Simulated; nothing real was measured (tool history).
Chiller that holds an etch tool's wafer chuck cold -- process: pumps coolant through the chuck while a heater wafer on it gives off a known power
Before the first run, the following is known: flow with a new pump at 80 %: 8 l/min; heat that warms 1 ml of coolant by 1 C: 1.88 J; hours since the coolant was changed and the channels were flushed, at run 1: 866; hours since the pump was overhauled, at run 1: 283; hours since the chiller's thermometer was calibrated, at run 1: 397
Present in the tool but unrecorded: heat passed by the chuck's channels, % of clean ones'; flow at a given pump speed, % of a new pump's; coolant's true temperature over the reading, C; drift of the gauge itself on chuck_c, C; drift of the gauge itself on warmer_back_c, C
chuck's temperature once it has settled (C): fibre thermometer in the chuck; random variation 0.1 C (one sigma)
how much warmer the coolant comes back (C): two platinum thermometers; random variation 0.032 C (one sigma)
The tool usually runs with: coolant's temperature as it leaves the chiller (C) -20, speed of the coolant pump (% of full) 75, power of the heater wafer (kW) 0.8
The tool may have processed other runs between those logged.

run	day	coolant's temperature as it leaves the chiller (C)	speed of the coolant pump (% of full)	power of the heater wafer (kW)	hours since the coolant was changed and the channels were flushed	hours since the pump was overhauled	hours since the chiller's thermometer was calibrated	chuck's temperature once it has settled (C)	how much warmer the coolant comes back (C)
1	0	-20	75	0.8	866	283	397	-12.5	3.43
2	1.342	-20	75	0.682	898	315	429	-13.7	2.95
3	2.804	-20	75	0.682	933	350	464	-13.7	2.98
4	3.971	-20	75	0.772	961	378	493	-12.9	3.3
5	5.429	-20	75	0.772	996	413	527	-12.9	3.37
6	6.104	-20	75	0.772	1012	430	544	-12.6	3.37
7	7.121	-20	75	0.772	1036	454	568	-13	3.36
8	8.55	-20	75	0.772	1071	488	602	-12.9	3.4
9	9.433	-20	75	0.772	1092	509	624	-12.8	3.32
10	10.679	-20	75	0.8	1122	539	653	-12.6	3.47
11	11.296	-20	75	0.8	1137	554	668	-12.6	3.5
12	12.529	-20	75	0.8	1166	584	698	-12.5	3.47
13	13.962	-20	75	0.8	1201	618	732	-12.6	3.42
14	15.462	-20	75	0.8	1237	654	768	-12.6	3.46
15	16.162	-20	75	0.8	1253	671	785	-12.6	3.49
16	16.904	-20	75	0.8	1271	689	803	-12.6	3.46
17	18.188	-28	90	0.551	1302	720	834	-23.7	1.89
18	19.575	-20	77	0.804	1335	753	867	-12.7	3.39
19	20.304	-27	74	0.557	1353	770	884	-21.8	2.39
20	21.579	-26	75	0.8	1383	801	915	-18.6	3.56
21	22.533	-26	75	0.8	1406	824	938	-18.6	3.46
22	23.525	-20	65	0.644	1430	848	962	-13.2	3.28
23	24.688	-15	65	0.799	1458	876	990	-6.5	4.06
24	25.454	-18	85	0.451	1476	894	1008	-14.1	1.75
25	26.8	-18	85	0.451	1509	926	1040	-14.3	1.72
26	27.842	-20	75	0.449	1534	951	1065	-15.9	1.93
27	28.938	-22	75	0.509	1560	977	1092	-17.2	2.32
28	30.404	-22	75	0.509	1595	1013	1127	-17.1	2.27
29	31.85	-23	75	0.641	1630	1047	1162	-17	2.83
30	33.312	-27	89	0.841	1665	1082	1197	-20.3	3.08
31	34.754	-16	75	1.104	1700	1117	1231	-5.5	4.83

Forecast each of these 4 alternatives for the next run:
A	35.442	-22	82	0.545	1716	1134	1248	?	?
B	35.442	-27	85	0.656	1716	1134	1248	?	?
C	35.442	-16	75	1.156	1716	1134	1248	?	?
D	35.442	-13	88	0.546	1716	1134	1248	?	?

run	chuck's temperature once it has settled (C)	how much warmer the coolant comes back (C)
A	-17.5	2.14
B	-21.6	2.52
C	-5.2	5.13
D	-8.5	2
Without the tool's unlogged condition, the same runs would have read:
run	chuck's temperature once it has settled (C)	how much warmer the coolant comes back (C)
A	-17.7	2.08
B	-21.8	2.45
C	-5.7	4.98
D	-8.6	1.94
